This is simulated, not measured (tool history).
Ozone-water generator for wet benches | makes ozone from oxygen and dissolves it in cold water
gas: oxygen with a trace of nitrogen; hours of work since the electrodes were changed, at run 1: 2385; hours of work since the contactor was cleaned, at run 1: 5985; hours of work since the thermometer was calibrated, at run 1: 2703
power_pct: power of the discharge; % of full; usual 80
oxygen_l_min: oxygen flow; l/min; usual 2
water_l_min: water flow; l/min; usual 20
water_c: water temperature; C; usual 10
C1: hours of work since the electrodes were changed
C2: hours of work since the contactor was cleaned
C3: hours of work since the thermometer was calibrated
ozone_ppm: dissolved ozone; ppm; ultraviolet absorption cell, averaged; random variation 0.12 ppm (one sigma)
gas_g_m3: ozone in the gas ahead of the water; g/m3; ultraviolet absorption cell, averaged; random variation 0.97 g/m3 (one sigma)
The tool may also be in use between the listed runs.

run 1 hour=0 | power_pct=80 oxygen_l_min=2 water_l_min=20 water_c=10 | C1=2385 C2=5985 C3=2703 | ozone_ppm=9.7 gas_g_m3=159.7
run 2 hour=55.3 | power_pct=80 oxygen_l_min=2 water_l_min=20 water_c=10 | C1=2435 C2=6035 C3=2754 | ozone_ppm=9.8 gas_g_m3=156.9
run 3 hour=134.1 | power_pct=80 oxygen_l_min=2 water_l_min=20 water_c=10 | C1=2508 C2=6107 C3=2826 | ozone_ppm=9.9 gas_g_m3=157.6
run 4 hour=175.1 | power_pct=62 oxygen_l_min=2 water_l_min=20 water_c=10 | C1=2545 C2=6145 C3=2863 | ozone_ppm=8.4 gas_g_m3=138.7
run 5 hour=241.5 | power_pct=62 oxygen_l_min=2 water_l_min=20 water_c=10 | C1=2606 C2=6205 C3=2924 | ozone_ppm=8.5 gas_g_m3=138.3
run 6 hour=324.9 | power_pct=62 oxygen_l_min=2 water_l_min=20 water_c=10 | C1=2682 C2=6282 C3=3000 | ozone_ppm=8.6 gas_g_m3=137.5
run 7 hour=391.4 | power_pct=62 oxygen_l_min=2 water_l_min=20 water_c=10 | C1=2743 C2=6342 C3=3061 | ozone_ppm=8.6 gas_g_m3=137.1
-- hour=398.9 contactor cleaned
run 8 hour=456.6 | power_pct=80 oxygen_l_min=2 water_l_min=20 water_c=10 | C1=2799 C2=53 C3=3117 | ozone_ppm=9.4 gas_g_m3=156.8
-- hour=525.9 water thermometer calibrated
run 9 hour=543.1 | power_pct=80 oxygen_l_min=2 water_l_min=20 water_c=10 | C1=2877 C2=131 C3=16 | ozone_ppm=9.7 gas_g_m3=157.1
run 10 hour=623.1 | power_pct=80 oxygen_l_min=2 water_l_min=24 water_c=17 | C1=2951 C2=205 C3=89 | ozone_ppm=7.8 gas_g_m3=157.4
run 11 hour=665.1 | power_pct=80 oxygen_l_min=2 water_l_min=24 water_c=17 | C1=2989 C2=243 C3=127 | ozone_ppm=7.6 gas_g_m3=158
run 12 hour=740.1 | power_pct=68 oxygen_l_min=2 water_l_min=31 water_c=17 | C1=3058 C2=312 C3=196 | ozone_ppm=5.3 gas_g_m3=141.4
run 13 hour=780 | power_pct=68 oxygen_l_min=2 water_l_min=31 water_c=17 | C1=3094 C2=348 C3=232 | ozone_ppm=5.1 gas_g_m3=144.2
run 14 hour=817.7 | power_pct=80 oxygen_l_min=2 water_l_min=17 water_c=10 | C1=3129 C2=382 C3=267 | ozone_ppm=11.2 gas_g_m3=155.1
run 15 hour=867.7 | power_pct=43 oxygen_l_min=1.4 water_l_min=17 water_c=6 | C1=3174 C2=428 C3=313 | ozone_ppm=7.5 gas_g_m3=131.5
-- hour=902.5 contactor cleaned, once more
run 16 hour=924 | power_pct=80 oxygen_l_min=1.68 water_l_min=20 water_c=5 | C1=3222 C2=20 C3=360 | ozone_ppm=9.6 gas_g_m3=170.7
run 17 hour=959.8 | power_pct=80 oxygen_l_min=1.68 water_l_min=20 water_c=5 | C1=3255 C2=52 C3=393 | ozone_ppm=9.9 gas_g_m3=170.5
run 18 hour=1031.1 | power_pct=80 oxygen_l_min=1.37 water_l_min=20 water_c=10 | C1=3320 C2=118 C3=458 | ozone_ppm=8.9 gas_g_m3=187.2

Forecast each of these 5 alternatives for the next run:
run A hour=1104.1 | power_pct=80 oxygen_l_min=1.37 water_l_min=20 water_c=11 | C1=3387 C2=184 C3=525 | ozone_ppm=? gas_g_m3=?
run B hour=1104.1 | power_pct=80 oxygen_l_min=2.43 water_l_min=20 water_c=10 | C1=3387 C2=184 C3=525 | ozone_ppm=? gas_g_m3=?
run C hour=1104.1 | power_pct=80 oxygen_l_min=2 water_l_min=20 water_c=10 | C1=3387 C2=184 C3=525 | ozone_ppm=? gas_g_m3=?
run D hour=1104.1 | power_pct=80 oxygen_l_min=2 water_l_min=17 water_c=10 | C1=3387 C2=184 C3=525 | ozone_ppm=? gas_g_m3=?
run E hour=1104.1 | power_pct=80 oxygen_l_min=1.76 water_l_min=23 water_c=10 | C1=3387 C2=184 C3=525 | ozone_ppm=? gas_g_m3=?

run=A ozone_ppm=8.8 gas_g_m3=188.4
run=B ozone_ppm=10.6 gas_g_m3=141.1
run=C ozone_ppm=10 gas_g_m3=155.2
run=D ozone_ppm=11.7 gas_g_m3=154.9
run=E ozone_ppm=8.3 gas_g_m3=166.1
Without the tool's hidden state the same runs would have given:
run=A ozone_ppm=9.4 gas_g_m3=201.4
run=B ozone_ppm=11.3 gas_g_m3=150.9
run=C ozone_ppm=10.7 gas_g_m3=165.9
run=D ozone_ppm=12.5 gas_g_m3=165.5
run=E ozone_ppm=8.9 gas_g_m3=177.5
